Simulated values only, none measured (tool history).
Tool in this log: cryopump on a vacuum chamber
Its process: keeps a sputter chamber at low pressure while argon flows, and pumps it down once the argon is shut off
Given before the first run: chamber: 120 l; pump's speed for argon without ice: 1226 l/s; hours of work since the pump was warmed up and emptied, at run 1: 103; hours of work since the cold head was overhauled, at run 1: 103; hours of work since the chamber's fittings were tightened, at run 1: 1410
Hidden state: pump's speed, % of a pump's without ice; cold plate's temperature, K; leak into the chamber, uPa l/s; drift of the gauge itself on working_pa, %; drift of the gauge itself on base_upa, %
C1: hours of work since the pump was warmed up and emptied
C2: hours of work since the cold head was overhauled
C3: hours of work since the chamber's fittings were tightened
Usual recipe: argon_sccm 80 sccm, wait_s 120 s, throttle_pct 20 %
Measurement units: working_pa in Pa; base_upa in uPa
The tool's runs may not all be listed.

Run 1, hour 0: usual settings; C1 103; C2 103; C3 1410. Result: working_pa 0.5536 Pa, base_upa 1.87 uPa.
Run 2, hour 79.6: usual settings; C1 155; C2 155; C3 1462. Result: working_pa 0.5616 Pa, base_upa 1.84 uPa.
Run 3, hour 128.2: usual settings but wait_s 98 s; C1 187; C2 187; C3 1494. Result: working_pa 0.5588 Pa, base_upa 2.11 uPa.
Run 4, hour 179.7: usual settings but wait_s 98 s; C1 221; C2 221; C3 1527. Result: working_pa 0.568 Pa, base_upa 2.14 uPa.
Run 5, hour 244.2: usual settings but wait_s 98 s; C1 263; C2 263; C3 1569. Result: working_pa 0.5694 Pa, base_upa 2.16 uPa.
Run 6, hour 287.4: usual settings but wait_s 98 s; C1 291; C2 291; C3 1598. Result: working_pa 0.5701 Pa, base_upa 2.21 uPa.
Run 7, hour 358.5: usual settings but argon_sccm 45 sccm; C1 337; C2 337; C3 1644. Result: working_pa 0.3205 Pa, base_upa 2.12 uPa.
Run 8, hour 413.6: usual settings but argon_sccm 45 sccm; C1 373; C2 373; C3 1680. Result: working_pa 0.3204 Pa, base_upa 2.09 uPa.
Run 9, hour 506.9: usual settings; C1 434; C2 434; C3 1741. Result: working_pa 0.5792 Pa, base_upa 2.24 uPa.
Run 10, hour 568.5: usual settings but throttle_pct 36 %; C1 474; C2 474; C3 1781. Result: working_pa 0.3328 Pa, base_upa 2.37 uPa.
Run 11, hour 648.4: usual settings; C1 527; C2 527; C3 1833. Result: working_pa 0.5822 Pa, base_upa 2.39 uPa.
Run 12, hour 741.7: usual settings; C1 587; C2 587; C3 1894. Result: working_pa 0.5892 Pa, base_upa 2.4 uPa.
At hour 779.5: leaking fittings of the chamber tightened, without venting.
Run 13, hour 788.7: usual settings; C1 617; C2 617; C3 6. Result: working_pa 0.5903 Pa, base_upa 1.17 uPa.
Run 14, hour 862.7: usual settings; C1 665; C2 665; C3 54. Result: working_pa 0.5961 Pa, base_upa 1.23 uPa.
Run 15, hour 952.3: usual settings but throttle_pct 60 %; C1 724; C2 724; C3 113. Result: working_pa 0.2313 Pa, base_upa 1.26 uPa.
At hour 1015: pump warmed up, emptied and cooled again.
Run 16, hour 1027.5: usual settings but throttle_pct 60 %; C1 8; C2 770; C3 159. Result: working_pa 0.1838 Pa, base_upa 1.15 uPa.
Run 17, hour 1111.9: usual settings but throttle_pct 41 %; C1 63; C2 825; C3 214. Result: working_pa 0.2742 Pa, base_upa 1.17 uPa.
Run 18, hour 1189.5: usual settings but throttle_pct 41 %; C1 114; C2 875; C3 264. Result: working_pa 0.2737 Pa, base_upa 1.22 uPa.
Run 19, hour 1229.1: usual settings but throttle_pct 41 %; C1 140; C2 901; C3 290. Result: working_pa 0.2752 Pa, base_upa 1.27 uPa.
Run 20, hour 1286.5: usual settings but argon_sccm 132 sccm, wait_s 77 s, throttle_pct 57 %; C1 177; C2 939; C3 328. Result: working_pa 0.335 Pa, base_upa 1.69 uPa.
Run 21, hour 1375.5: usual settings but argon_sccm 47 sccm, throttle_pct 54 %; C1 235; C2 997; C3 386. Result: working_pa 0.1282 Pa, base_upa 1.37 uPa.
Run 22, hour 1413.4: usual settings but argon_sccm 112 sccm, wait_s 151 s, throttle_pct 43 %; C1 260; C2 1022; C3 411. Result: working_pa 0.3836 Pa, base_upa 1.16 uPa.
Run 23, hour 1496.2: usual settings but argon_sccm 112 sccm, wait_s 151 s, throttle_pct 43 %; C1 314; C2 1076; C3 465. Result: working_pa 0.382 Pa, base_upa 1.24 uPa.
Run 24, hour 1574.9: usual settings but argon_sccm 112 sccm, wait_s 39 s, throttle_pct 53 %; C1 366; C2 1127; C3 516. Result: working_pa 0.3195 Pa, base_upa 3.08 uPa.
Run 25, hour 1628.7: usual settings but wait_s 30 s, throttle_pct 58 %; C1 401; C2 1162; C3 551. Result: working_pa 0.2147 Pa, base_upa 3.85 uPa.
Run 26, hour 1677.5: usual settings but argon_sccm 70 sccm, wait_s 94 s, throttle_pct 32 %; C1 433; C2 1194; C3 583. Result: working_pa 0.3225 Pa, base_upa 1.72 uPa.
Run 27, hour 1766.7: usual settings but argon_sccm 54 sccm, wait_s 55 s, throttle_pct 18 %; C1 491; C2 1252; C3 641. Result: working_pa 0.4335 Pa, base_upa 2.52 uPa.
Run 28, hour 1845.1: usual settings but argon_sccm 76 sccm, wait_s 36 s, throttle_pct 18 %; C1 542; C2 1303; C3 693. Result: working_pa 0.6076 Pa, base_upa 3.45 uPa.
Run 29, hour 1919.6: usual settings but argon_sccm 76 sccm, wait_s 36 s, throttle_pct 18 %; C1 591; C2 1352; C3 741. Result: working_pa 0.6196 Pa, base_upa 3.46 uPa.
Run 30, hour 1993.7: usual settings but argon_sccm 72 sccm, wait_s 79 s; C1 639; C2 1400; C3 790. Result: working_pa 0.5348 Pa, base_upa 2.16 uPa.
Run 31, hour 2037.2: usual settings but argon_sccm 72 sccm, wait_s 79 s; C1 667; C2 1429; C3 818. Result: working_pa 0.5341 Pa, base_upa 2.1 uPa.
Run 32, hour 2126.4: usual settings but wait_s 35 s; C1 726; C2 1487; C3 876. Result: working_pa 0.6015 Pa, base_upa 3.66 uPa.
At hour 2185: pump warmed up, emptied and cooled again.
Run 33, hour 2214.4: usual settings but wait_s 35 s; C1 19; C2 1541; C3 930. Result: working_pa 0.5527 Pa, base_upa 3.42 uPa.

4 options for the next run, each taken on its own from the tool as it stands now. Forecast them:
Run A, hour 2258: usual settings but wait_s 30 s; C1 48; C2 1570; C3 959. Result: working_pa ?, base_upa ?.
Run B, hour 2258: usual settings but argon_sccm 124 sccm, throttle_pct 29 %; C1 48; C2 1570; C3 959. Result: working_pa ?, base_upa ?.
Run C, hour 2258: usual settings but wait_s 29 s, throttle_pct 42 %; C1 48; C2 1570; C3 959. Result: working_pa ?, base_upa ?.
Run D, hour 2258: usual settings but argon_sccm 59 sccm, wait_s 71 s, throttle_pct 58 %; C1 48; C2 1570; C3 959. Result: working_pa ?, base_upa ?.

run  working_pa  base_upa
  A       0.556      3.95
  B      0.5943      1.58
  C      0.2662      3.89
  D      0.1427      2.06
With no hidden state in the tool, these same runs would have given:
run  working_pa  base_upa
  A      0.5522      3.39
  B      0.5885      1.03
  C      0.2625      3.35
  D        0.14      1.51
